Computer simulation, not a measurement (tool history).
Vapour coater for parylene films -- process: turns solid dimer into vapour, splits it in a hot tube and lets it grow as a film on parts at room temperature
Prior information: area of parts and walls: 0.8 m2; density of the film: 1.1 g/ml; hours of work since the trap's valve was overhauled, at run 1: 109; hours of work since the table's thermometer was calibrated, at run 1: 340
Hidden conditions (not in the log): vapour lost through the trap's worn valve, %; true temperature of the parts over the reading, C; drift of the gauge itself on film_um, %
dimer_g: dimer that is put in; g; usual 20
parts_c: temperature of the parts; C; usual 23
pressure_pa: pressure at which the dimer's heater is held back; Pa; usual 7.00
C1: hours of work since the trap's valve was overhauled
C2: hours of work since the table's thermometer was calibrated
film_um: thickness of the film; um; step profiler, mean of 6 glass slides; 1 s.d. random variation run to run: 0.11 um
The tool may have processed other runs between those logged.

Run 1, hour 0.0: usual settings; C1 109; C2 340. Result: film_um 12.83 um.
Run 2, hour 18.1: usual settings; C1 123; C2 354. Result: film_um 12.80 um.
Run 3, hour 47.2: usual settings; C1 145; C2 376. Result: film_um 12.68 um.
Run 4, hour 64.0: usual settings; C1 158; C2 389. Result: film_um 12.41 um.
Run 5, hour 100.8: usual settings; C1 186; C2 417. Result: film_um 12.44 um.
Run 6, hour 136.0: usual settings but parts_c 24 C; C1 213; C2 444. Result: film_um 11.57 um.
At hour 168.2: trap's valve overhauled.
Run 7, hour 172.8: usual settings but parts_c 24 C; C1 4; C2 469. Result: film_um 12.54 um.
Run 8, hour 209.7: usual settings but pressure_pa 6.88 Pa; C1 32; C2 497. Result: film_um 13.01 um.
Run 9, hour 240.1: usual settings but pressure_pa 6.88 Pa; C1 55; C2 520. Result: film_um 12.99 um.
Run 10, hour 278.2: usual settings but pressure_pa 6.88 Pa; C1 84; C2 550. Result: film_um 12.85 um.
Run 11, hour 314.5: usual settings but pressure_pa 6.88 Pa; C1 112; C2 577. Result: film_um 12.76 um.
Run 12, hour 356.3: usual settings; C1 144; C2 609. Result: film_um 12.48 um.
Run 13, hour 390.0: usual settings; C1 170; C2 635. Result: film_um 12.33 um.
Run 14, hour 422.9: usual settings; C1 195; C2 660. Result: film_um 12.27 um.
Run 15, hour 461.5: usual settings; C1 225; C2 690. Result: film_um 11.97 um.
At hour 479.3: trap's valve overhauled.
Run 16, hour 490.9: usual settings; C1 9; C2 709. Result: film_um 13.02 um.
Run 17, hour 520.7: usual settings; C1 32; C2 732. Result: film_um 12.98 um.
Run 18, hour 559.0: usual settings; C1 61; C2 762. Result: film_um 12.65 um.
Run 19, hour 581.2: usual settings; C1 78; C2 779. Result: film_um 12.84 um.
Run 20, hour 605.4: usual settings; C1 97; C2 797. Result: film_um 12.62 um.
Run 21, hour 638.6: usual settings but dimer_g 17 g, parts_c 24 C, pressure_pa 5.91 Pa; C1 122; C2 823. Result: film_um 10.36 um.
Run 22, hour 664.4: usual settings but dimer_g 12 g, parts_c 21 C; C1 142; C2 842. Result: film_um 8.12 um.
Run 23, hour 694.4: usual settings but dimer_g 9 g, parts_c 21 C, pressure_pa 6.10 Pa; C1 165; C2 865. Result: film_um 6.08 um.
Run 24, hour 717.0: usual settings but dimer_g 9 g, parts_c 21 C, pressure_pa 6.10 Pa; C1 182; C2 883. Result: film_um 6.13 um.

The next listed run, before its measurement:
Run 25, hour 755.9: usual settings but dimer_g 9 g, parts_c 21 C, pressure_pa 6.10 Pa; C1 212; C2 912. Result: film_um ?.

{"run 25": {"film_um": 6.0}}
Without the tool's hidden state the same run would have given film_um 6.72 um.
